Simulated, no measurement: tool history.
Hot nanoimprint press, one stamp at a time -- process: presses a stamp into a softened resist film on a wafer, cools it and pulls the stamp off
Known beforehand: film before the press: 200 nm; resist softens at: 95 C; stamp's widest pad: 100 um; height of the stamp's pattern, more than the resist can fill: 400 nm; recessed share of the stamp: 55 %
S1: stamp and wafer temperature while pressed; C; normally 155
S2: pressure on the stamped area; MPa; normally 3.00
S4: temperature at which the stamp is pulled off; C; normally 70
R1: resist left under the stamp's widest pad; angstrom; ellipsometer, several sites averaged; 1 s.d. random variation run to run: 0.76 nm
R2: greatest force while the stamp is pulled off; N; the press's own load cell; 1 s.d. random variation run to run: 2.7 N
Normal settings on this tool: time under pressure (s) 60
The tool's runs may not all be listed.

{"run": 1, "day": 0.0, "S1": 155, "S2": 3.0, "time under pressure (s)": 60, "S4": 70, "R1": 964, "R2": 122}
{"run": 2, "day": 0.396, "S1": 155, "S2": 4.29, "time under pressure (s)": 60, "S4": 70, "R1": 778, "R2": 124}
{"run": 3, "day": 0.862, "S1": 155, "S2": 3.0, "time under pressure (s)": 60, "S4": 70, "R1": 962, "R2": 125}
{"run": 4, "day": 1.308, "S1": 155, "S2": 3.0, "time under pressure (s)": 60, "S4": 70, "R1": 952, "R2": 126}
{"run": 5, "day": 1.733, "S1": 155, "S2": 3.0, "time under pressure (s)": 60, "S4": 70, "R1": 951, "R2": 118}
{"run": 6, "day": 2.008, "S1": 166, "S2": 3.0, "time under pressure (s)": 60, "S4": 70, "R1": 632, "R2": 119}
{"run": 7, "day": 2.567, "S1": 155, "S2": 3.0, "time under pressure (s)": 60, "S4": 70, "R1": 948, "R2": 125}
{"run": 8, "day": 2.829, "S1": 155, "S2": 3.0, "time under pressure (s)": 60, "S4": 70, "R1": 950, "R2": 121}
{"run": 9, "day": 3.275, "S1": 155, "S2": 3.0, "time under pressure (s)": 60, "S4": 70, "R1": 950, "R2": 126}
{"run": 10, "day": 3.729, "S1": 155, "S2": 3.0, "time under pressure (s)": 60, "S4": 70, "R1": 961, "R2": 129}
{"run": 11, "day": 4.308, "S1": 155, "S2": 3.0, "time under pressure (s)": 60, "S4": 70, "R1": 950, "R2": 123}
{"run": 12, "day": 4.662, "S1": 155, "S2": 3.0, "time under pressure (s)": 60, "S4": 70, "R1": 970, "R2": 117}
{"run": 13, "day": 5.171, "S1": 155, "S2": 3.0, "time under pressure (s)": 55, "S4": 70, "R1": 975, "R2": 128}
{"run": 14, "day": 5.592, "S1": 155, "S2": 3.0, "time under pressure (s)": 60, "S4": 74, "R1": 945, "R2": 114}
{"run": 15, "day": 5.883, "S1": 155, "S2": 3.0, "time under pressure (s)": 60, "S4": 74, "R1": 948, "R2": 112}
{"run": 16, "day": 6.142, "S1": 155, "S2": 3.0, "time under pressure (s)": 60, "S4": 74, "R1": 961, "R2": 111}
{"run": 17, "day": 6.483, "S1": 154, "S2": 2.58, "time under pressure (s)": 114, "S4": 74, "R1": 885, "R2": 110}
{"run": 18, "day": 7.004, "S1": 154, "S2": 3.6, "time under pressure (s)": 48, "S4": 74, "R1": 965, "R2": 113}
{"run": 19, "day": 7.329, "S1": 162, "S2": 3.0, "time under pressure (s)": 60, "S4": 61, "R1": 731, "R2": 153}
{"run": 20, "day": 7.821, "S1": 156, "S2": 3.4, "time under pressure (s)": 39, "S4": 77, "R1": 992, "R2": 109}
{"run": 21, "day": 8.129, "S1": 156, "S2": 3.38, "time under pressure (s)": 81, "S4": 66, "R1": 778, "R2": 138}
{"run": 22, "day": 8.625, "S1": 159, "S2": 3.38, "time under pressure (s)": 45, "S4": 58, "R1": 855, "R2": 151}
{"run": 23, "day": 9.008, "S1": 166, "S2": 2.35, "time under pressure (s)": 60, "S4": 70, "R1": 730, "R2": 126}
{"run": 24, "day": 9.35, "S1": 163, "S2": 2.82, "time under pressure (s)": 85, "S4": 75, "R1": 655, "R2": 112}
{"run": 25, "day": 9.912, "S1": 166, "S2": 2.82, "time under pressure (s)": 94, "S4": 75, "R1": 569, "R2": 111}
{"run": 26, "day": 10.454, "S1": 165, "S2": 2.37, "time under pressure (s)": 33, "S4": 74, "R1": 935, "R2": 115}
{"run": 27, "day": 10.867, "S1": 165, "S2": 2.37, "time under pressure (s)": 33, "S4": 74, "R1": 930, "R2": 118}
{"run": 28, "day": 11.3, "S1": 165, "S2": 2.37, "time under pressure (s)": 33, "S4": 74, "R1": 938, "R2": 112}
{"run": 29, "day": 11.642, "S1": 165, "S2": 2.37, "time under pressure (s)": 33, "S4": 74, "R1": 924, "R2": 115}
{"run": 30, "day": 12.229, "S1": 165, "S2": 2.37, "time under pressure (s)": 33, "S4": 78, "R1": 941, "R2": 106}
{"run": 31, "day": 12.683, "S1": 165, "S2": 2.37, "time under pressure (s)": 33, "S4": 78, "R1": 928, "R2": 104}

Here are 3 independent what-if runs from the current tool condition. What would each one return?
{"run": "A", "day": 13.121, "S1": 155, "S2": 1.9, "time under pressure (s)": 48, "S4": 76, "R1": "?", "R2": "?"}
{"run": "B", "day": 13.121, "S1": 156, "S2": 3.0, "time under pressure (s)": 37, "S4": 69, "R1": "?", "R2": "?"}
{"run": "C", "day": 13.121, "S1": 151, "S2": 2.37, "time under pressure (s)": 31, "S4": 76, "R1": "?", "R2": "?"}

run=A R1=1275 R2=108
run=B R1=1063 R2=124
run=C R1=1459 R2=109
With the hidden condition removed and each run's random variation left untouched, the same runs would have given:
run=A R1=1273 R2=108
run=B R1=1062 R2=123
run=C R1=1458 R2=109
